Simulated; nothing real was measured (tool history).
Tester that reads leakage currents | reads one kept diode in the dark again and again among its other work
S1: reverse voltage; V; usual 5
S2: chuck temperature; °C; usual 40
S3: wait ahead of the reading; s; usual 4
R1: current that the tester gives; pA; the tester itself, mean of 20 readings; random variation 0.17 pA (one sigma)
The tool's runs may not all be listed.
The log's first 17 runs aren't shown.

run	hour	S1	S2	S3	R1
18	1385.3	5	40	4	63.01
19	1482.7	1.75	40	4	39.57
20	1596.9	1.71	57	4	141.52
21	1645.8	1.71	57	4	141.81
22	1760.7	1.71	57	4	142.71
23	1876.8	1.15	42	4	39.71
24	1989.9	10.63	40	0.41	98.5
25	2040.9	2.62	40	4.51	49.64
26	2129.8	5.54	40	4	71.42
27	2216	9.77	20	1.23	28.53
28	2291.6	9.77	59	3.6	363.05
29	2398.8	5	60	6.95	289.55
30	2447.1	1.92	59	0.94	179.94
31	2527.2	19.27	48	1.61	237.88
32	2576.7	19.27	48	1.61	239.51
33	2652	5	25	2.93	26.17
# hour 2660: probe card cleaned and baked
34	2770.6	10.6	20	1.52	17.18
35	2845.3	10.6	20	0.66	18.44
36	2916.8	1.71	38	0.57	35.47
37	3002.1	2.4	38	0.57	41.45
38	3090.1	11.19	40	7.94	95.53

3 ways to go on from here, each from the tool as it stands after run 38. What would each give?
# hour 3149: chuck's temperature calibrated
A	3177.1	1.24	24	4.3	?
# hour 3149: chuck's temperature calibrated
B	3177.1	7.97	40	7.94	?
# hour 3149: chuck's temperature calibrated
C	3177.1	9.18	36	1.05	?

run	R1
A	8.17
B	68.92
C	54.4
Without the tool's hidden state the same runs would have given:
run	R1
A	7.72
B	66.22
C	51.22

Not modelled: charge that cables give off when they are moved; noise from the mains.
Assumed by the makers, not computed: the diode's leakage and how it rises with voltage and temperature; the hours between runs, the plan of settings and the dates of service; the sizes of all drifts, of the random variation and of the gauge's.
